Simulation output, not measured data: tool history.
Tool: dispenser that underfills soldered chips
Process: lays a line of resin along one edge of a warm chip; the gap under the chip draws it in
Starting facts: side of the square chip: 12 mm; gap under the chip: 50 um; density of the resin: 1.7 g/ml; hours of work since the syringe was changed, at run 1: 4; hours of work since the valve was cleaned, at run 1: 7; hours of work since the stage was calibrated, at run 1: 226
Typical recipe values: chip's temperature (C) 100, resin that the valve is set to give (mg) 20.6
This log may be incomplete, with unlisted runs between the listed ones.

run   hour  chip's temperature (C)  resin that the valve is set to give (mg)  hours of work since the syringe was changed  hours of work since the valve was cleaned  hours of work since the stage was calibrated  time until the resin shows at the far edge (s)  resin that the valve gave (mg)
  1    0.0                     100                                      20.6                                            4                                          7                                           226                                            81.2                           20.64
       6.2  -- new syringe of resin
  2    9.0                     100                                      20.6                                            2                                         13                                           232                                            73.1                           20.42
      17.7  -- new syringe of resin
  3   19.1                     100                                      20.6                                            1                                         19                                           239                                            69.6                           20.33
      29.6  -- new syringe of resin
  4   33.1                     100                                      26.0                                            2                                         29                                           248                                            73.9                           25.50
      41.0  -- new syringe of resin
  5   41.0                     100                                      21.3                                            0                                         34                                           253                                            64.9                           20.74
  6   47.8                     100                                      21.3                                            4                                         38                                           257                                            89.7                           20.75
      52.9  -- new syringe of resin
  7   62.7                     100                                      21.3                                            7                                         48                                           267                                           100.9                           20.64
      64.0  -- new syringe of resin
  8   70.3                     100                                      21.3                                            4                                         53                                           272                                            84.1                           20.25
      76.1  -- new syringe of resin
  9   79.8                     100                                      18.8                                            2                                         59                                           278                                            77.1                           17.98
 10   86.6                     100                                      18.8                                            7                                         63                                           282                                           105.7                           17.93
      88.1  -- new syringe of resin
      94.8  -- dispensing valve cleaned and set on the balance
     101.1  -- new syringe of resin
 11  104.0                     114                                      20.6                                            2                                          6                                           293                                            40.3                           20.50
     112.6  -- new syringe of resin
 12  114.5                     114                                      20.6                                            1                                         13                                           300                                            39.2                           20.29
     124.6  -- new syringe of resin
 13  130.3                     114                                      20.6                                            4                                         23                                           310                                            44.4                           20.15
     136.2  -- new syringe of resin
 14  137.6                     114                                      20.6                                            1                                         28                                           315                                            36.8                           20.12
     147.3  -- new syringe of resin
 15  150.5                     114                                      20.6                                            2                                         36                                           323                                            40.1                           20.00
     156.8  -- stage's temperature calibrated
     160.0  -- new syringe of resin
 16  163.8                     100                                      20.5                                            2                                         44                                             4                                            81.4                           19.61
     171.5  -- new syringe of resin
 17  174.1                     100                                      20.5                                            2                                         51                                            11                                            78.7                           19.43
     183.5  -- new syringe of resin
 18  189.0                     100                                      20.6                                            4                                         60                                            21                                            89.9                           19.62
     195.3  -- new syringe of resin
 19  198.5                      93                                      18.4                                            2                                         66                                            27                                           110.9                           17.42
     201.2  -- dispensing valve cleaned and set on the balance
     208.4  -- new syringe of resin
 20  212.6                      93                                      18.4                                            3                                          7                                            35                                           114.7                           18.32
 21  219.0                     108                                      22.4                                            7                                         12                                            40                                            79.6                           21.96
     220.1  -- new syringe of resin
 22  225.9                      87                                      19.6                                            4                                         16                                            44                                           161.6                           19.27
     231.6  -- new syringe of resin
 23  234.6                      87                                      19.6                                            2                                         22                                            50                                           142.5                           19.35
     243.5  -- new syringe of resin
 24  245.8                     101                                      20.7                                            1                                         29                                            57                                            70.4                           20.15
     255.0  -- new syringe of resin
 25  258.3                     100                                      24.2                                            2                                         37                                            65                                            77.1                           23.45
 26  265.0                      96                                      26.4                                            7                                         41                                            69                                           124.8                           25.46
     266.7  -- new syringe of resin
     278.0  -- new syringe of resin
 27  278.8                     106                                      18.5                                            1                                         50                                            78                                            55.1                           17.73
     289.5  -- new syringe of resin
 28  289.5                     102                                      20.6                                            0                                         57                                            85                                            60.6                           19.52
     300.9  -- new syringe of resin
 29  301.9                      94                                      20.3                                            1                                         65                                            93                                            91.3                           19.16
     306.8  -- dispensing valve cleaned and set on the balance
 30  310.2                     111                                      22.3                                            6                                          2                                            98                                            61.5                           22.25
     314.2  -- new syringe of resin
 31  323.7                      96                                      25.6                                            6                                         11                                           107                                           120.0                           25.17
     326.4  -- new syringe of resin
     338.0  -- new syringe of resin
 32  339.5                      96                                      25.6                                            1                                         21                                           117                                            86.5                           24.96
     349.3  -- new syringe of resin
 33  350.4                     102                                      23.2                                            1                                         28                                           124                                            62.8                           22.57
     361.0  -- new syringe of resin
 34  365.5                     106                                      21.8                                            3                                         38                                           134                                            61.6                           21.02

Each row is a separate what-if for the run after 34, all from the same tool condition, not one after another. Results?
     372.7  -- new syringe of resin
  A  380.3                      98                                      20.6                                            5                                         48                                           143                                               ?                               ?
     372.7  -- new syringe of resin
  B  380.3                     106                                      19.9                                            5                                         48                                           143                                               ?                               ?
     372.7  -- new syringe of resin
  C  380.3                      87                                      20.6                                            5                                         48                                           143                                               ?                               ?

run  time until the resin shows at the far edge (s)  resin that the valve gave (mg)
  A                                           104.1                           19.64
  B                                            70.8                           19.09
  C                                           169.5                           19.58
Had the tool no hidden state, the same runs would have come out as:
run  time until the resin shows at the far edge (s)  resin that the valve gave (mg)
  A                                            77.3                           20.51
  B                                            52.4                           19.94
  C                                           126.3                           20.45
